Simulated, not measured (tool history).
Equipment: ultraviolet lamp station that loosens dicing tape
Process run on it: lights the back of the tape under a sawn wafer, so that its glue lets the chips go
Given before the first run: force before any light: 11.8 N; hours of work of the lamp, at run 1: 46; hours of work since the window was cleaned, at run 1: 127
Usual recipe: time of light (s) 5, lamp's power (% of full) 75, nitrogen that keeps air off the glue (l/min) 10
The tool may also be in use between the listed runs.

run,hour,time of light (s),lamp's power (% of full),nitrogen that keeps air off the glue (l/min),hours of work of the lamp,hours of work since the window was cleaned,force that peels the tape off (N),light that reached the tape (J/m2)
1,0,5,75,10,46,127,0.777,5280
2,33.9,5,86,10,61,142,0.587,6030
3,52.7,5,75,10,69,150,0.77,5230
4,72.1,5,75,10,78,159,0.816,5260
5,90.6,5,88,10,86,167,0.583,6070
6,131.2,5,75,16,104,185,0.671,5160
7,166.2,5,75,16,119,201,0.674,5130
8,197.5,5,75,16,133,214,0.68,5080
9,233.4,5,75,4,149,230,1.387,5060
10,264.9,5,75,4,163,244,1.363,5040
11,294.1,5,75,4,176,257,1.368,5050
12,319.9,5,75,4,187,268,1.398,4990
13,351.1,5,75,10,201,282,0.897,4940
14,382.8,5,70,10,215,296,1.053,4640
15,411.8,5,70,10,228,309,1.068,4550
16,444.3,5,75,5,242,323,1.35,4850
17,472.3,5,75,5,254,336,1.36,4880
18,501.1,5,75,5,267,348,1.372,4790
19,538.7,5,75,13,284,365,0.89,4740
20,566.3,5,75,13,296,377,0.922,4720
21,585.1,5,75,13,304,386,0.893,4700
# hour 624.5: window cleaned of glue's vapour
22,627.3,5,75,13,323,1,0.788,5000
23,665,5,75,13,339,18,0.812,4960
24,694.7,2,70,5,352,31,4.924,1830
25,714.6,2,75,6,361,40,4.5,1960
26,748.1,7,69,6,376,55,0.706,6300
27,785.5,3,97,10,392,71,1.595,3780
28,819.5,2,72,10,407,86,4.073,1860
29,859.2,2,72,10,425,104,4.169,1850
30,898.7,2,77,10,442,121,3.951,1920
31,932.3,4,84,8,457,136,1.469,4160
32,974.6,4,81,14,476,155,1.224,3980
33,1006.9,4,81,15,490,169,1.186,3990
34,1041.9,3,81,15,506,184,2.11,2930
35,1080.7,7,70,14,523,201,0.553,5910
36,1112,7,70,14,537,215,0.523,5930
37,1155,7,70,14,556,234,0.565,5850
38,1176.7,5,83,8,565,244,1.021,4890
39,1202.1,5,83,8,576,255,1.071,4840
40,1247.1,6,68,4,596,275,1.537,4740
41,1285.2,6,68,4,613,292,1.597,4630
42,1318.9,3,75,10,628,307,2.908,2600
43,1339,3,62,9,637,316,3.729,2090
44,1358.9,2,73,3,646,324,5.94,1630

Predict each of these 4 candidate next runs independently; none follows another, all start after run 44:
A,1394.6,3,68,10,662,340,?,?
B,1394.6,5,81,10,662,340,?,?
C,1394.6,2,73,3,662,340,?,?
D,1394.6,5,97,10,662,340,?,?

run,force that peels the tape off (N),light that reached the tape (J/m2)
A,3.387,2300
B,1.058,4570
C,6.007,1620
D,0.746,5430
Had the tool no hidden state, the same runs would have come out as:
run,force that peels the tape off (N),light that reached the tape (J/m2)
A,2.288,3040
B,0.576,6050
C,4.838,2160
D,0.415,7190
